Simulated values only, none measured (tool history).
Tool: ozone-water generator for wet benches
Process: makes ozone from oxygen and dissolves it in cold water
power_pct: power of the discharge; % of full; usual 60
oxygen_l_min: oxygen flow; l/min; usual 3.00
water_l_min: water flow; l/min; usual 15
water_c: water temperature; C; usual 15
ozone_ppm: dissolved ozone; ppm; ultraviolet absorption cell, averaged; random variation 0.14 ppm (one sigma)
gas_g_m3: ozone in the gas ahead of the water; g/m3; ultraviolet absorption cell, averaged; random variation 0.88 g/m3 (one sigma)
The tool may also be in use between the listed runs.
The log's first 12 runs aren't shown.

run	day	power_pct	oxygen_l_min	water_l_min	water_c	hours of work since the electrodes were changed	hours of work since the contactor was cleaned	hours of work since the thermometer was calibrated	ozone_ppm	gas_g_m3
13	78.621	60	3.00	15	8	4675	2151	1983	17.0	141.7
14	85.429	60	3.00	15	11	4782	2258	2090	16.5	143.4
15	93.733	60	3.00	15	11	4912	2388	2220	16.6	145.1
16	99.258	60	3.00	15	11	4999	2475	2307	16.3	142.5
17	103.050	60	4.40	23	11	5058	2534	2366	12.5	119.5
18	107.833	43	4.29	22	8	5133	2610	2441	10.4	91.7
19	116.900	43	4.29	22	8	5275	2752	2583	10.1	89.8
20	121.942	43	4.29	22	8	5354	2831	2662	9.9	90.5
21	126.442	60	1.85	10	11	5425	2901	2733	20.5	181.4
22	131.462	60	2.30	10	11	5504	2980	2812	21.7	163.2
23	136.829	47	2.47	16	13	5588	3064	2896	11.9	126.5
24	141.733	67	3.00	9	22	5665	3141	2973	21.9	157.2
25	146.029	60	3.00	15	16	5732	3209	3040	15.7	144.9
26	154.900	60	3.00	15	16	5871	3348	3179	15.7	141.9
27	158.938	66	2.06	9	19	5935	3411	3243	22.0	185.5
28	164.300	60	3.46	10	17	6019	3495	3327	20.4	133.9
29	172.179	85	3.00	19	15	6142	3619	3450	17.9	194.3
30	177.562	64	2.88	12	12	6227	3703	3535	20.6	155.1
31	186.525	53	4.13	14	8	6367	3844	3675	16.9	111.1
32	194.600	46	1.76	10	15	6494	3970	3802	15.3	146.3

5 ways to go on from here, each from the tool as it stands after run 32. What would each give?
A	201.462	76	1.76	12	9	6602	4078	3910	?	?
B	201.462	71	4.17	11	15	6602	4078	3910	?	?
C	201.462	60	4.82	15	15	6602	4078	3910	?	?
D	201.462	60	2.53	15	15	6602	4078	3910	?	?
E	201.462	46	3.60	10	15	6602	4078	3910	?	?

run	ozone_ppm	gas_g_m3
A	21.8	226.0
B	23.3	141.2
C	16.7	115.4
D	15.3	157.3
E	16.8	104.7
Without the tool's hidden state the same runs would have given:
run	ozone_ppm	gas_g_m3
A	21.9	226.7
B	23.4	141.6
C	16.7	115.6
D	15.4	157.6
E	16.8	104.8
